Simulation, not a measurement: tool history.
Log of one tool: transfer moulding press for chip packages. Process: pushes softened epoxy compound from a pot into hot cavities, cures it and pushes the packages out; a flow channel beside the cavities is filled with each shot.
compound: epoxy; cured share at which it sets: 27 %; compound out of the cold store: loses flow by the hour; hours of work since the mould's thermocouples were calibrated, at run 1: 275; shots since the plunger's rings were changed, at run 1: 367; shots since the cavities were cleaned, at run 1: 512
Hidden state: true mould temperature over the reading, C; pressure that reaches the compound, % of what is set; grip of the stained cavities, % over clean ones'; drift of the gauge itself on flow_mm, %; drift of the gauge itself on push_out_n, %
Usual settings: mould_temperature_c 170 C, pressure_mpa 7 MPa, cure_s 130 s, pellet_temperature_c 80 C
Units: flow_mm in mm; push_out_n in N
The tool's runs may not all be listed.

run,hour,mould_temperature_c,pressure_mpa,cure_s,pellet_temperature_c,hours of work since the mould's thermocouples were calibrated,shots since the plunger's rings were changed,shots since the cavities were cleaned,incoming compound's hours out of the cold store,flow_mm,push_out_n
1,0,170,7,130,80,275,367,512,11,816,811
# hour 10.5: cavities cleaned with cleaning compound and waxed
2,25.2,170,7.01,130,80,289,563,122,13.4,803,989
3,53.2,170,7.01,130,80,305,794,353,18.3,783,973
4,74.5,170,7.01,130,80,317,970,529,8.5,815,1002
# hour 82.1: cavities cleaned with cleaning compound and waxed
# hour 98.9: cavities cleaned with cleaning compound and waxed, once more
5,101.9,170,7,130,80,332,1173,25,27.1,753,583
6,130.9,170,7,130,80,349,1413,265,39.8,706,705
7,155.2,170,7,130,80,363,1614,466,47.9,681,749
# hour 171.8: cavities cleaned with cleaning compound and waxed
8,181,170,7,130,80,377,1815,76,22.6,754,632
9,200.1,170,7,130,80,388,1973,234,28.5,734,685
# hour 222.3: mould's thermocouples calibrated
10,225.6,170,7,130,80,2,2168,429,30.8,724,766
# hour 246.7: cavities cleaned with cleaning compound and waxed
11,254.1,170,7,130,80,18,2391,61,22.2,748,584
12,269.8,170,7,130,80,27,2521,191,47.5,664,624
13,294.5,170,7,130,80,41,2726,396,34,705,733
# hour 318.7: cavities cleaned with cleaning compound and waxed
14,319.9,170,7,130,80,55,2923,10,40,685,533
15,344.7,168,7.5,136,80,70,3129,216,31.7,743,669
16,372.2,168,7.5,136,80,86,3356,443,11.4,814,838
# hour 391.3: cavities cleaned with cleaning compound and waxed
17,401.2,170,5.65,130,82,102,3584,82,35.8,621,582
18,414.6,170,5.65,130,82,110,3695,193,27.2,645,682
19,443.7,170,8.63,130,85,127,3936,434,13.7,844,783
20,458.4,178,5.3,116,86,135,4057,555,15.6,626,697
# hour 464: cavities cleaned with cleaning compound and waxed
21,475.2,170,6.08,137,80,144,4184,93,32.6,648,575
22,488.4,170,7,143,80,152,4293,202,38.2,679,590
23,510.5,169,8.47,143,75,165,4476,385,45.3,727,718
# hour 525.2: plunger's sealing rings changed
24,526.1,178,7,130,70,172,7,493,38.3,692,624
# hour 538.6: cavities cleaned with cleaning compound and waxed
25,544.8,178,7,130,70,182,150,52,32.6,706,493
26,567.1,165,7,122,80,195,334,236,8.3,848,1175
27,586.3,170,7,130,78,207,493,395,13.6,801,779

Forecast each of these 4 alternatives for the next run:
# hour 611.4: cavities cleaned with cleaning compound and waxed
A,616,170,7.84,127,80,223,726,37,27.5,?,?
# hour 611.4: cavities cleaned with cleaning compound and waxed
B,616,172,7,137,78,223,726,37,17.1,?,?
# hour 611.4: cavities cleaned with cleaning compound and waxed
C,616,170,7,144,84,223,726,37,31,?,?
# hour 611.4: cavities cleaned with cleaning compound and waxed
D,616,170,6.59,130,78,223,726,37,16.1,?,?

run,flow_mm,push_out_n
A,792,574
B,775,490
C,735,515
D,769,565
Without the tool's hidden state the same runs would have given:
run,flow_mm,push_out_n
A,801,544
B,784,462
C,743,486
D,778,534

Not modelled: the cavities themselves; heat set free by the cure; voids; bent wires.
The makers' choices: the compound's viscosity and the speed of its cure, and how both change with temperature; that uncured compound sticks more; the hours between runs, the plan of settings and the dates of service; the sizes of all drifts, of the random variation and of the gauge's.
